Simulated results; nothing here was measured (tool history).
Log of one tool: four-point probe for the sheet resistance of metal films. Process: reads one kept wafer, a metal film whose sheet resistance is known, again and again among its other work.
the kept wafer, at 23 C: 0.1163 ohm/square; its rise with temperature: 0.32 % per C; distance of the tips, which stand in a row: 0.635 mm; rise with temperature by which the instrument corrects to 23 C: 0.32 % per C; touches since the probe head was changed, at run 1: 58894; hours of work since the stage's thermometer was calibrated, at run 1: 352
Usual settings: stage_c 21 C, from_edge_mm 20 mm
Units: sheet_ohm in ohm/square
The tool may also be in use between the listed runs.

run	hour	stage_c	from_edge_mm	touches since the probe head was changed	hours of work since the stage's thermometer was calibrated	sheet_ohm
1	0.0	21	20	58894	352	0.116364
2	25.4	21	20	59749	372	0.116350
3	46.1	21	20	60445	388	0.116393
4	59.2	21	20	60887	398	0.116354
5	76.5	21	20	61467	412	0.116353
6	103.7	21	20	62385	433	0.116370
7	134.0	21	20	63402	457	0.116323
8	161.5	21	20	64328	478	0.116367
9	174.4	19	20	64764	488	0.116337
10	196.4	19	20	65503	506	0.116350
11	219.7	19	20	66288	524	0.116322
12	247.3	19	8	67215	545	0.116706
13	269.2	19	8	67953	563	0.116684
14	298.2	19	8	68927	585	0.116708
15	326.0	21	43	69864	607	0.116356
16	350.3	32	43	70681	626	0.116340
17	372.8	32	43	71438	644	0.116335
18	390.3	19	43	72027	657	0.116284
19	404.1	19	43	72492	668	0.116264
20	431.1	19	43	73398	689	0.116283
21	451.3	32	15	74078	705	0.116433
22	468.3	32	14	74650	718	0.116421
23	487.5	26	23	75297	733	0.116324
24	509.8	24	17	76046	751	0.116368
25	537.2	21	13	76969	772	0.116438
26	555.3	19	23	77580	786	0.116349
27	581.3	32	7	78454	807	0.116811
28	609.2	21	25	79393	828	0.116313
29	624.8	35	5	79916	840	0.117346
30	654.7	35	5	80921	864	0.117300
31	682.4	32	20	81854	885	0.116382
32	709.5	29	19	82768	907	0.116355
33	740.1	34	16	83794	931	0.116433
# hour 746.7: new probe head fitted
34	762.9	30	13	545	948	0.116473
35	782.5	23	29	1204	963	0.116314
36	809.3	23	29	2106	984	0.116344
37	823.6	23	29	2589	995	0.116292

How the hidden state differs across the entries between the runs, from the last listed run before each to the first after it:
Between runs 33 and 34: new probe head fitted (hour 746.7)
  inner tips' distance over the nominal, %: -0.006 -> -0.002; tips' flats over new ones', %: 1 -> 0

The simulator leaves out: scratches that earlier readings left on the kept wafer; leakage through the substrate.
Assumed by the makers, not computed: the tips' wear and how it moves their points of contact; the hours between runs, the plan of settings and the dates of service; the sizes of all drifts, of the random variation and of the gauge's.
